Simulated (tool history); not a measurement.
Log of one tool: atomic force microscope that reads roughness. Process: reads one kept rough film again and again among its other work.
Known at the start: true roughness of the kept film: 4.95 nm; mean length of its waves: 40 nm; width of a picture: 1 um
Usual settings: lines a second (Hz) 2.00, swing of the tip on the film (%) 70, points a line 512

run   hour  lines a second (Hz)  swing of the tip on the film (%)  points a line  roughness of the kept film (nm (root mean square))
  1    0.0                 2.00                                70            512                                               3.864
  2   36.4                 2.00                                70            512                                               3.814
      44.9  -- new tip fitted
  3   74.1                 2.00                                70            865                                               4.047
  4   98.5                 2.00                                70            865                                               4.022
  5  148.8                 2.00                                70            512                                               3.943
  6  178.6                 2.00                                70            512                                               3.926
  7  224.3                 2.00                                70            512                                               3.871
  8  266.8                 2.00                                70            512                                               3.828
  9  296.4                 2.00                                70            512                                               3.810
     305.6  -- new tip fitted
 10  330.2                 2.00                                70            512                                               4.055
 11  378.1                 2.00                                70            512                                               3.964
 12  420.3                 2.00                                70            355                                               3.919
 13  452.5                 2.79                                83            314                                               3.219
 14  498.2                 2.15                                79            632                                               3.556
 15  534.1                 3.19                                71            276                                               3.475
     566.7  -- new tip fitted
 16  568.7                 3.19                                73            273                                               3.630
 17  591.3                 0.74                                78            541                                               4.231
 18  615.5                 1.06                                78            541                                               4.085
 19  662.2                 1.06                                78            541                                               4.044
 20  684.8                 0.72                                78            541                                               4.099
 21  706.7                 0.72                                78            541                                               4.111
 22  740.0                 2.42                                87            987                                               3.174

3 ways to go on from here, each from the tool as it stands after run 22. What would each give?
  A  763.7                 3.39                                81            987                                                   ?
  B  763.7                 2.45                                87            269                                                   ?
  C  763.7                 1.46                                73            462                                                   ?

run  roughness of the kept film (nm (root mean square))
  A                                               3.120
  B                                               3.101
  C                                               3.901
Without the tool's hidden state the same runs would have given:
run  roughness of the kept film (nm (root mean square))
  A                                               3.350
  B                                               3.330
  C                                               4.188

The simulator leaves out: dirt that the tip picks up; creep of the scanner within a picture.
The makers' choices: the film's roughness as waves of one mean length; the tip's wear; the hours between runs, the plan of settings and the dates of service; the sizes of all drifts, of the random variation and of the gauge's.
